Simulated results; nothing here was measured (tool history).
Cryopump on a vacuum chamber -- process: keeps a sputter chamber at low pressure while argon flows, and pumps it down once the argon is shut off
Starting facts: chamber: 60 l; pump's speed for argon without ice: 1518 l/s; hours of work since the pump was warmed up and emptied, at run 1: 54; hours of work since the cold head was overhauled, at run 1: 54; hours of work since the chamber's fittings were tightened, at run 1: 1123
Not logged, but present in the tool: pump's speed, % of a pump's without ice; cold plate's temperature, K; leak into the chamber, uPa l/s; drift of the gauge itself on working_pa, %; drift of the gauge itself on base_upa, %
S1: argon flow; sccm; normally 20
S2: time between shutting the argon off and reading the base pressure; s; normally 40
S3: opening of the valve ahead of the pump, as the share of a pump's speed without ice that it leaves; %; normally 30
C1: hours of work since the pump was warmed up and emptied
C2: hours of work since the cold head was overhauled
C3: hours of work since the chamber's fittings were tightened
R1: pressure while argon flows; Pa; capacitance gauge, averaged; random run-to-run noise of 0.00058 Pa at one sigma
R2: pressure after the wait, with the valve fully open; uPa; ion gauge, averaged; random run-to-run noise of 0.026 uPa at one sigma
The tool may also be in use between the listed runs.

run,hour,S1,S2,S3,C1,C2,C3,R1,R2
1,0.0,20,40,30,54,54,1123,0.0742,3.07
2,22.8,20,40,30,74,74,1142,0.0752,3.23
3,38.4,20,40,30,88,88,1156,0.0755,3.19
4,59.4,20,40,30,106,106,1174,0.0755,3.26
5,84.0,20,40,30,127,127,1195,0.0767,3.32
6,107.4,20,40,36,147,147,1215,0.0640,3.37
7,131.5,20,40,30,168,168,1236,0.0771,3.38
8,149.7,20,40,30,184,184,1252,0.0763,3.56
9,161.0,20,40,30,194,194,1262,0.0768,3.43
# hour 166.4: leaking fittings of the chamber tightened, without venting
10,175.6,20,40,30,205,205,8,0.0775,1.15
11,199.9,20,40,30,226,226,29,0.0771,1.19
12,210.4,20,40,30,235,235,38,0.0773,1.20
13,231.8,20,40,16,253,253,57,0.1427,1.24
14,251.8,8,40,30,270,270,74,0.0316,1.29
15,270.4,20,40,30,286,286,90,0.0775,1.29
16,288.4,20,40,30,302,302,105,0.0777,1.28
17,306.3,18,40,30,317,317,121,0.0701,1.41
18,317.2,32,60,33,327,327,130,0.1151,1.13
19,332.5,32,60,33,340,340,144,0.1141,1.13
20,347.4,22,120,50,353,353,156,0.0539,0.87
21,361.7,22,43,50,365,365,169,0.0539,1.37
22,379.4,22,43,50,381,381,184,0.0543,1.47
23,392.5,22,43,50,392,392,195,0.0539,1.47
24,404.7,26,295,30,403,403,206,0.1024,0.82
25,421.3,26,295,30,417,417,220,0.1037,0.86
26,441.9,26,295,30,435,435,238,0.1030,0.94
27,457.1,26,295,30,448,448,251,0.1035,0.89
28,480.5,26,32,24,468,468,271,0.1280,1.95
29,492.4,30,40,57,478,478,282,0.0673,1.73
30,514.1,9,40,30,497,497,301,0.0359,1.84
31,534.3,32,22,30,515,515,318,0.1291,2.55
32,557.4,34,22,30,535,535,338,0.1393,2.68
33,569.6,22,55,30,545,545,349,0.0886,1.69

Results per run with the tool's hidden condition removed, run-to-run variation unchanged:
run,R1,R2
1,0.0734,1.07
2,0.0743,1.09
3,0.0744,1.07
4,0.0743,1.07
5,0.0752,1.08
6,0.0623,1.06
7,0.0752,1.04
8,0.0742,1.11
9,0.0746,1.05
10,0.0752,1.08
11,0.0745,1.08
12,0.0747,1.07
13,0.1397,1.08
14,0.0303,1.08
15,0.0741,1.06
16,0.0742,1.02
17,0.0668,1.09
18,0.1089,0.80
19,0.1077,0.77
20,0.0493,0.49
21,0.0490,0.96
22,0.0493,1.02
23,0.0487,0.99
24,0.0961,0.34
25,0.0972,0.32
26,0.0962,0.34
27,0.0964,0.29
28,0.1205,1.28
29,0.0584,1.05
30,0.0331,1.09
31,0.1188,1.77
32,0.1276,1.82
33,0.0810,0.81

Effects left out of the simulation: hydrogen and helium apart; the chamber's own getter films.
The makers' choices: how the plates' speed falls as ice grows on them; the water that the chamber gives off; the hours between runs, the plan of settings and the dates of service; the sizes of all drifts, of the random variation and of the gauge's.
